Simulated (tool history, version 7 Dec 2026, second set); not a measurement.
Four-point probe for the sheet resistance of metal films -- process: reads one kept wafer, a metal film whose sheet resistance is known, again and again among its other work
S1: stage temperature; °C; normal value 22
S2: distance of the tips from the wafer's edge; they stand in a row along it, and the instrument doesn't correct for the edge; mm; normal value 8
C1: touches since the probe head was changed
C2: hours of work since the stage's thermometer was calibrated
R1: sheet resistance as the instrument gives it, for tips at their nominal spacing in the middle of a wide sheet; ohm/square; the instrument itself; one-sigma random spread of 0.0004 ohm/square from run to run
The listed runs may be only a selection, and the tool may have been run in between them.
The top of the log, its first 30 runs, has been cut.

run,hour,S1,S2,C1,C2,R1
31,1645.7,28,14,51957,173,1.991419
32,1689.4,21,5,52742,202,2.028291
33,1759,21,5,53989,249,2.0285
34,1795.3,21,5,54641,273,2.028295
35,1860.7,32,9,55813,317,2.000758
36,1908.8,32,9,56676,349,1.99935
37,1968.2,32,9,57740,389,2.000931
38,2006.7,23,57,58431,414,1.987974
39,2068.6,23,10,59541,456,1.998139
40,2143.5,28,18,60885,506,1.990058
41,2180.7,28,18,61551,530,1.991074
42,2223.3,28,18,62315,559,1.991176
43,2282.2,28,18,63372,598,1.991361

Alternative continuations, all from the tool just after run 43; predict every row:
A,2332.3,22,25,64269,632,?
B,2332.3,22,41,64269,632,?
C,2332.3,19,18,64269,632,?

run,R1
A,1.990057
B,1.989
C,1.990945
Take away the tool's hidden state, keep each run's random variation, and the runs would have read:
run,R1
A,1.978892
B,1.97784
C,1.979775
